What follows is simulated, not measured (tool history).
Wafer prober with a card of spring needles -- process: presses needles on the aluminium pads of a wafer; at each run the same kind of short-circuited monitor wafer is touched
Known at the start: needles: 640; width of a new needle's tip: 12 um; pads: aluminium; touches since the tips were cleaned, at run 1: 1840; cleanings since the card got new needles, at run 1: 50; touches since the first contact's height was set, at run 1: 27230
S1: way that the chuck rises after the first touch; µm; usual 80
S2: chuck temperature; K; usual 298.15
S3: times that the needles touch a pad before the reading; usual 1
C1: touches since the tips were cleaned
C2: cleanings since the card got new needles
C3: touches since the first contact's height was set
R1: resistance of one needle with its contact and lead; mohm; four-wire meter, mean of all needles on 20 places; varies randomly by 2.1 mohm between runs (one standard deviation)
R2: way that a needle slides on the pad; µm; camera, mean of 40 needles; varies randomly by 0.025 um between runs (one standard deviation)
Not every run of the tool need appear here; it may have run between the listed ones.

run 1 day=0.000 | S1=80 S2=298.15 S3=1 | C1=1840 C2=50 C3=27230 | R1=241 R2=20.98
-- day=0.208 tips cleaned on abrasive film
-- day=0.579 tips cleaned on abrasive film
run 2 day=0.800 | S1=80 S2=298.15 S3=1 | C1=2775 C2=52 C3=37177 | R1=249 R2=20.94
-- day=0.942 tips cleaned on abrasive film
-- day=1.304 tips cleaned on abrasive film
run 3 day=1.508 | S1=80 S2=298.15 S3=1 | C1=2552 C2=54 C3=45956 | R1=245 R2=20.89
-- day=1.662 tips cleaned on abrasive film
-- day=1.992 tips cleaned on abrasive film
run 4 day=1.992 | S1=80 S2=298.15 S3=1 | C1=0 C2=56 C3=51952 | R1=234 R2=20.84
-- day=2.362 tips cleaned on abrasive film
-- day=2.696 tips cleaned on abrasive film
run 5 day=2.696 | S1=80 S2=298.15 S3=3 | C1=0 C2=58 C3=60667 | R1=230 R2=20.79
-- day=3.058 tips cleaned on abrasive film
run 6 day=3.342 | S1=80 S2=298.15 S3=3 | C1=3512 C2=59 C3=68704 | R1=240 R2=20.81
-- day=3.421 tips cleaned on abrasive film
run 7 day=3.742 | S1=80 S2=298.15 S3=3 | C1=4049 C2=60 C3=73692 | R1=238 R2=20.80
-- day=3.792 tips cleaned on abrasive film
-- day=4.125 tips cleaned on abrasive film
run 8 day=4.233 | S1=80 S2=298.15 S3=3 | C1=1380 C2=62 C3=79781 | R1=236 R2=20.74
-- day=4.417 tips cleaned on abrasive film, once more
-- day=4.771 tips cleaned on abrasive film
run 9 day=4.833 | S1=80 S2=305.15 S3=1 | C1=801 C2=64 C3=87212 | R1=240 R2=20.72
-- day=5.138 tips cleaned on abrasive film
-- day=5.479 tips cleaned on abrasive film
run 10 day=5.479 | S1=80 S2=298.15 S3=1 | C1=0 C2=66 C3=95206 | R1=233 R2=20.69
-- day=5.817 tips cleaned on abrasive film
run 11 day=5.825 | S1=80 S2=298.15 S3=1 | C1=108 C2=67 C3=99519 | R1=230 R2=20.67
-- day=6.162 tips cleaned on abrasive film
-- day=6.175 height of the first contact set anew
-- day=6.529 tips cleaned on abrasive film
run 12 day=6.554 | S1=99 S2=298.15 S3=1 | C1=319 C2=69 C3=4740 | R1=238 R2=26.07
-- day=6.900 tips cleaned on abrasive film
run 13 day=7.104 | S1=84 S2=298.15 S3=1 | C1=2572 C2=70 C3=11578 | R1=246 R2=22.08
-- day=7.267 tips cleaned on abrasive film
-- day=7.608 tips cleaned on abrasive film
run 14 day=7.675 | S1=80 S2=344.15 S3=1 | C1=818 C2=72 C3=18628 | R1=251 R2=20.95
-- day=7.975 tips cleaned on abrasive film
run 15 day=8.175 | S1=80 S2=298.15 S3=1 | C1=2516 C2=73 C3=24870 | R1=249 R2=20.99
-- day=8.342 tips cleaned on abrasive film
-- day=8.675 tips cleaned on abrasive film
run 16 day=8.729 | S1=80 S2=298.15 S3=1 | C1=652 C2=75 C3=31723 | R1=241 R2=20.94
-- day=9.017 tips cleaned on abrasive film
-- day=9.408 tips cleaned on abrasive film
run 17 day=9.592 | S1=80 S2=346.15 S3=1 | C1=2269 C2=77 C3=42445 | R1=257 R2=20.92
-- day=9.783 tips cleaned on abrasive film
-- day=10.146 tips cleaned on abrasive film
run 18 day=10.233 | S1=80 S2=324.15 S3=1 | C1=1105 C2=79 C3=50434 | R1=246 R2=20.85
-- day=10.521 tips cleaned on abrasive film
run 19 day=10.758 | S1=66 S2=308.15 S3=2 | C1=3006 C2=80 C3=56964 | R1=250 R2=17.18
-- day=10.875 tips cleaned on abrasive film
run 20 day=11.175 | S1=83 S2=308.15 S3=3 | C1=3735 C2=81 C3=62119 | R1=241 R2=21.67
-- day=11.225 tips cleaned on abrasive film
-- day=11.567 tips cleaned on abrasive film
run 21 day=11.654 | S1=77 S2=308.15 S3=1 | C1=1100 C2=83 C3=68025 | R1=247 R2=20.03
-- day=11.958 tips cleaned on abrasive film
run 22 day=12.104 | S1=77 S2=308.15 S3=2 | C1=1854 C2=84 C3=73647 | R1=244 R2=20.02
-- day=12.325 tips cleaned on abrasive film
run 23 day=12.567 | S1=65 S2=338.15 S3=3 | C1=3009 C2=85 C3=79375 | R1=249 R2=16.89
-- day=12.679 tips cleaned on abrasive film
run 24 day=12.988 | S1=65 S2=338.15 S3=3 | C1=3876 C2=86 C3=84619 | R1=255 R2=16.87
-- day=13.038 tips cleaned on abrasive film
-- day=13.392 tips cleaned on abrasive film
run 25 day=13.392 | S1=65 S2=338.15 S3=3 | C1=29 C2=88 C3=89609 | R1=243 R2=16.84
-- day=13.746 tips cleaned on abrasive film
run 26 day=13.746 | S1=99 S2=312.15 S3=3 | C1=0 C2=89 C3=94024 | R1=237 R2=25.74
-- day=14.104 tips cleaned on abrasive film
run 27 day=14.142 | S1=99 S2=305.15 S3=1 | C1=437 C2=90 C3=98901 | R1=237 R2=25.69
-- day=14.479 tips cleaned on abrasive film
-- day=14.492 height of the first contact set anew
run 28 day=14.567 | S1=99 S2=305.15 S3=1 | C1=958 C2=91 C3=958 | R1=239 R2=26.07
-- day=14.850 tips cleaned on abrasive film
run 29 day=15.096 | S1=83 S2=301.15 S3=1 | C1=3114 C2=92 C3=7548 | R1=247 R2=21.83

What if the next run were any one of these 5? Each begins from the tool's condition after run 29:
-- day=15.233 tips cleaned on abrasive film
run A day=15.542 | S1=80 S2=314.15 S3=1 | C1=3876 C2=93 C3=13097 | R1=? R2=?
-- day=15.233 tips cleaned on abrasive film
run B day=15.542 | S1=77 S2=298.15 S3=2 | C1=3876 C2=93 C3=13097 | R1=? R2=?
-- day=15.233 tips cleaned on abrasive film
run C day=15.542 | S1=91 S2=298.15 S3=1 | C1=3876 C2=93 C3=13097 | R1=? R2=?
-- day=15.233 tips cleaned on abrasive film
run D day=15.542 | S1=80 S2=361.15 S3=1 | C1=3876 C2=93 C3=13097 | R1=? R2=?
-- day=15.233 tips cleaned on abrasive film
run E day=15.542 | S1=96 S2=396.15 S3=2 | C1=3876 C2=93 C3=13097 | R1=? R2=?

run=A R1=254 R2=21.03
run=B R1=247 R2=20.26
run=C R1=247 R2=23.91
run=D R1=264 R2=21.04
run=E R1=264 R2=25.19
Without the tool's unlogged condition, the same runs would have read:
run=A R1=234 R2=21.06
run=B R1=234 R2=20.30
run=C R1=231 R2=23.94
run=D R1=246 R2=21.08
run=E R1=257 R2=25.23
